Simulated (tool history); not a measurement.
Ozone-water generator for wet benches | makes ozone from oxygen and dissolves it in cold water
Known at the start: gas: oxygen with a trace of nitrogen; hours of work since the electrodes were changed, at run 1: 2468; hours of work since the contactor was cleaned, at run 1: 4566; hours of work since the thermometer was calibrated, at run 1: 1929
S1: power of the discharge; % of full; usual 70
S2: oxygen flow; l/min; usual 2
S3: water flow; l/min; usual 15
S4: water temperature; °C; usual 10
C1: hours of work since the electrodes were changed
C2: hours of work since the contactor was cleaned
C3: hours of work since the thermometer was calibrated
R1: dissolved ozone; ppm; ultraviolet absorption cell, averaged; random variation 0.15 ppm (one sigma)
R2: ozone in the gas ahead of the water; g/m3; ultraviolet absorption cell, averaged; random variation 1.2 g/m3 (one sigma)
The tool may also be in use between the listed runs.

Run 1, hour 0: usual settings; C1 2468; C2 4566; C3 1929. Result: R1 15.8 ppm, R2 192 g/m3.
Run 2, hour 98.9: usual settings; C1 2540; C2 4638; C3 2001. Result: R1 15.6 ppm, R2 190.9 g/m3.
Run 3, hour 191.8: usual settings; C1 2608; C2 4706; C3 2068. Result: R1 15.9 ppm, R2 188.8 g/m3.
Run 4, hour 283.4: usual settings but S1 90 % of full; C1 2674; C2 4772; C3 2135. Result: R1 17.3 ppm, R2 211.5 g/m3.
Run 5, hour 399.1: usual settings but S4 11 °C; C1 2759; C2 4857; C3 2220. Result: R1 15.3 ppm, R2 188.4 g/m3.
Run 6, hour 502.3: usual settings but S2 2.68 l/min; C1 2834; C2 4932; C3 2295. Result: R1 16.3 ppm, R2 160 g/m3.
Run 7, hour 565.5: usual settings but S1 74 % of full; C1 2880; C2 4978; C3 2341. Result: R1 15.7 ppm, R2 192 g/m3.
Run 8, hour 657.8: usual settings but S1 74 % of full, S4 6 °C; C1 2947; C2 5045; C3 2408. Result: R1 16.2 ppm, R2 190.1 g/m3.
Run 9, hour 781.3: usual settings but S1 74 % of full, S4 6 °C; C1 3037; C2 5135; C3 2498. Result: R1 16 ppm, R2 189.9 g/m3.
Run 10, hour 878.4: usual settings but S1 74 % of full, S4 6 °C; C1 3108; C2 5206; C3 2569. Result: R1 16 ppm, R2 189.9 g/m3.
Run 11, hour 973.3: usual settings; C1 3177; C2 5275; C3 2638. Result: R1 15.2 ppm, R2 184.2 g/m3.
Run 12, hour 1068.7: usual settings but S2 2.04 l/min; C1 3247; C2 5345; C3 2708. Result: R1 15.2 ppm, R2 181.6 g/m3.
Run 13, hour 1158.5: usual settings but S2 2.04 l/min; C1 3312; C2 5411; C3 2773. Result: R1 15 ppm, R2 182.2 g/m3.
At hour 1168.7: contactor cleaned.
Run 14, hour 1251.2: usual settings but S2 2.04 l/min, S4 17 °C; C1 3377; C2 60; C3 2838. Result: R1 13.9 ppm, R2 180.9 g/m3.
Run 15, hour 1384.1: usual settings but S2 2.04 l/min, S4 17 °C; C1 3474; C2 157; C3 2935. Result: R1 14 ppm, R2 179.2 g/m3.
Run 16, hour 1498.9: usual settings but S2 2.04 l/min, S4 17 °C; C1 3558; C2 241; C3 3019. Result: R1 14.1 ppm, R2 180.3 g/m3.
At hour 1552.7: contactor cleaned, once more.
Run 17, hour 1581.2: usual settings but S2 2.04 l/min, S4 17 °C; C1 3615; C2 21; C3 3076. Result: R1 14.2 ppm, R2 177.8 g/m3.
Run 18, hour 1702.4: usual settings but S2 2.04 l/min, S4 17 °C; C1 3703; C2 109; C3 3164. Result: R1 14.4 ppm, R2 177.5 g/m3.
Run 19, hour 1801.9: usual settings but S2 2.04 l/min, S4 17 °C; C1 3776; C2 182; C3 3237. Result: R1 14.2 ppm, R2 176.9 g/m3.
Run 20, hour 1875.1: usual settings but S1 82 % of full, S2 2.04 l/min, S4 16 °C; C1 3829; C2 235; C3 3290. Result: R1 15.2 ppm, R2 190.7 g/m3.
Run 21, hour 1988.3: usual settings but S1 82 % of full, S2 2.27 l/min, S3 16 l/min, S4 16 °C; C1 3912; C2 318; C3 3373. Result: R1 14.6 ppm, R2 176.9 g/m3.
Run 22, hour 2053.3: usual settings but S1 64 % of full, S3 19 l/min; C1 3959; C2 365; C3 3420. Result: R1 11.3 ppm, R2 167.9 g/m3.
Run 23, hour 2185.9: usual settings but S1 64 % of full, S3 19 l/min; C1 4056; C2 462; C3 3517. Result: R1 11.4 ppm, R2 168.3 g/m3.
Run 24, hour 2264.5: usual settings but S1 64 % of full, S3 19 l/min; C1 4113; C2 519; C3 3574. Result: R1 11.2 ppm, R2 168.5 g/m3.
Run 25, hour 2387: usual settings but S1 64 % of full, S3 19 l/min; C1 4202; C2 608; C3 3663. Result: R1 11 ppm, R2 167.4 g/m3.
Run 26, hour 2472.1: usual settings but S1 64 % of full, S2 2.82 l/min, S3 19 l/min, S4 6 °C; C1 4265; C2 670; C3 3725. Result: R1 12.9 ppm, R2 140.5 g/m3.
Run 27, hour 2578.8: usual settings but S1 46 % of full, S2 3.16 l/min, S3 18 l/min, S4 7 °C; C1 4342; C2 748; C3 3803. Result: R1 11.5 ppm, R2 114.3 g/m3.
Run 28, hour 2691: usual settings but S1 41 % of full, S2 2.99 l/min, S3 18 l/min; C1 4424; C2 830; C3 3885. Result: R1 10.5 ppm, R2 111.3 g/m3.
Run 29, hour 2762: usual settings but S1 41 % of full, S2 2.99 l/min, S3 18 l/min; C1 4476; C2 882; C3 3937. Result: R1 10.6 ppm, R2 111.1 g/m3.
Run 30, hour 2870.4: usual settings but S2 1.94 l/min, S3 13 l/min, S4 7 °C; C1 4555; C2 961; C3 4016. Result: R1 16.7 ppm, R2 173 g/m3.
Run 31, hour 2960.7: usual settings but S1 49 % of full, S2 1.2 l/min, S4 6 °C; C1 4621; C2 1027; C3 4082. Result: R1 10.7 ppm, R2 191.5 g/m3.
At hour 3005: water thermometer calibrated.
Run 32, hour 3037.1: usual settings but S1 49 % of full, S2 1.2 l/min, S4 6 °C; C1 4676; C2 1082; C3 23. Result: R1 11 ppm, R2 191 g/m3.
Run 33, hour 3169.1: usual settings but S1 49 % of full, S2 1.2 l/min, S4 6 °C; C1 4772; C2 1178; C3 120. Result: R1 10.9 ppm, R2 191.3 g/m3.
Run 34, hour 3256.3: usual settings but S1 45 % of full, S2 1.7 l/min, S3 22 l/min; C1 4836; C2 1242; C3 183. Result: R1 8 ppm, R2 153.5 g/m3.

Forecast each of these 3 alternatives for the next run:
Run A, hour 3344.6: usual settings but S1 45 % of full, S2 1.7 l/min; C1 4900; C2 1306; C3 248. Result: R1 ?, R2 ?.
Run B, hour 3344.6: usual settings but S1 45 % of full, S2 1.1 l/min, S4 14 °C; C1 4900; C2 1306; C3 248. Result: R1 ?, R2 ?.
Run C, hour 3344.6: usual settings but S1 45 % of full, S2 1.7 l/min, S3 11 l/min; C1 4900; C2 1306; C3 248. Result: R1 ?, R2 ?.

run    R1     R2
  A  10.9  152.6
  B    10  191.1
  C  14.9  151.6
Without the tool's hidden state the same runs would have given:
run    R1     R2
  A  13.2  183.1
  B    12  229.6
  C    18  181.9
